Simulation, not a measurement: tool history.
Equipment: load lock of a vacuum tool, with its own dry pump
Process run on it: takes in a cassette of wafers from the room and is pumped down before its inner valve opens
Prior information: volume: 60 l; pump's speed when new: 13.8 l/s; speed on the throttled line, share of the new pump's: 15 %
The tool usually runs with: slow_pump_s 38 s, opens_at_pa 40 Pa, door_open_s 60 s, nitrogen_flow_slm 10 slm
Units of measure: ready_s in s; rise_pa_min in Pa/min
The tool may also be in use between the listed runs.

run,hour,slow_pump_s,opens_at_pa,door_open_s,nitrogen_flow_slm,"incoming humidity of the room's air, %",ready_s,rise_pa_min
1,0.0,38,40,60,10,43.1,66.9,0.067
2,66.4,38,40,60,10,42.9,66.4,0.065
3,200.8,38,40,60,10,44.5,66.7,0.068
4,330.6,27,40,60,10,41.9,58.1,0.071
5,438.9,38,40,35,10,43.1,66.8,0.059
6,569.4,38,40,60,10,41.7,65.9,0.076
7,703.2,38,40,60,10,44.5,67.2,0.080
8,817.0,38,40,60,10,45.4,67.3,0.082
9,908.4,38,40,60,10,43.9,65.8,0.084
10,1005.9,37,40,60,10,40.7,66.3,0.085
11,1080.1,38,50,60,10,45.7,66.4,0.085
12,1185.1,38,50,60,10,44.7,67.0,0.093
13,1292.4,38,40,60,10,51.1,66.7,0.094
14,1394.0,38,66,60,10,44.3,65.2,0.091
15,1503.2,38,40,101,10,43.6,67.3,0.104
16,1579.4,38,40,101,10,42.8,66.4,0.104
17,1705.5,38,40,101,10,47.5,67.8,0.111
18,1831.2,38,40,101,10,42.4,67.2,0.105
19,1932.1,38,40,101,10,44.1,67.4,0.123
20,2041.5,38,40,217,10,46.7,67.8,0.145
21,2133.0,38,40,217,10,46.8,67.3,0.146
22,2227.0,44,70,206,25,44.9,69.7,0.128
23,2347.5,39,48,60,10,44.9,67.4,0.117
24,2414.0,39,48,67,10,47.9,68.2,0.124
25,2530.6,39,31,67,10,47.6,69.3,0.126
26,2639.3,39,31,67,10,46.2,69.6,0.130
27,2759.0,39,31,67,10,44.6,69.8,0.136
28,2898.3,39,31,67,7,42.5,68.5,0.135
29,3014.7,38,40,60,15,41.9,67.6,0.133
30,3134.7,38,40,60,15,45.7,67.2,0.138
31,3200.1,38,40,60,15,43.1,67.2,0.139
32,3300.5,38,40,60,15,43.6,67.8,0.142
33,3422.3,38,40,60,15,43.3,68.6,0.140
34,3524.2,38,40,60,15,44.6,67.5,0.144
35,3662.6,28,56,60,11,44.4,57.7,0.154
36,3788.6,28,56,60,11,43.1,57.8,0.165
37,3928.2,28,56,60,11,48.2,57.9,0.165
38,4026.1,28,56,60,11,45.1,59.0,0.164

Measured less the same run without the tool's hidden state. The same run-to-run variation is in both; the gauge's scatter may not be:
Hidden state at play: pump's speed, % of a new pump's; leak at the door's seal, Pa l/s; drift of the gauge itself on ready_s, %; drift of the gauge itself on rise_pa_min, %.
run,ready_s,rise_pa_min
1,+0.0,+0.040
2,+0.1,+0.041
3,+0.1,+0.043
4,+0.2,+0.046
5,+0.2,+0.048
6,+0.2,+0.051
7,+0.3,+0.054
8,+0.3,+0.056
9,+0.3,+0.059
10,+0.4,+0.060
11,+0.4,+0.061
12,+0.5,+0.064
13,+0.5,+0.066
14,+0.5,+0.068
15,+0.5,+0.071
16,+0.6,+0.072
17,+0.6,+0.076
18,+0.7,+0.078
19,+0.8,+0.082
20,+0.7,+0.086
21,+0.8,+0.087
22,+0.8,+0.089
23,+0.8,+0.093
24,+0.9,+0.096
25,+1.0,+0.099
26,+1.0,+0.102
27,+1.0,+0.106
28,+1.1,+0.109
29,+1.1,+0.115
30,+1.1,+0.116
31,+1.2,+0.116
32,+1.2,+0.119
33,+1.3,+0.123
34,+1.3,+0.125
35,+1.3,+0.130
36,+1.3,+0.136
37,+1.4,+0.138
38,+1.5,+0.141

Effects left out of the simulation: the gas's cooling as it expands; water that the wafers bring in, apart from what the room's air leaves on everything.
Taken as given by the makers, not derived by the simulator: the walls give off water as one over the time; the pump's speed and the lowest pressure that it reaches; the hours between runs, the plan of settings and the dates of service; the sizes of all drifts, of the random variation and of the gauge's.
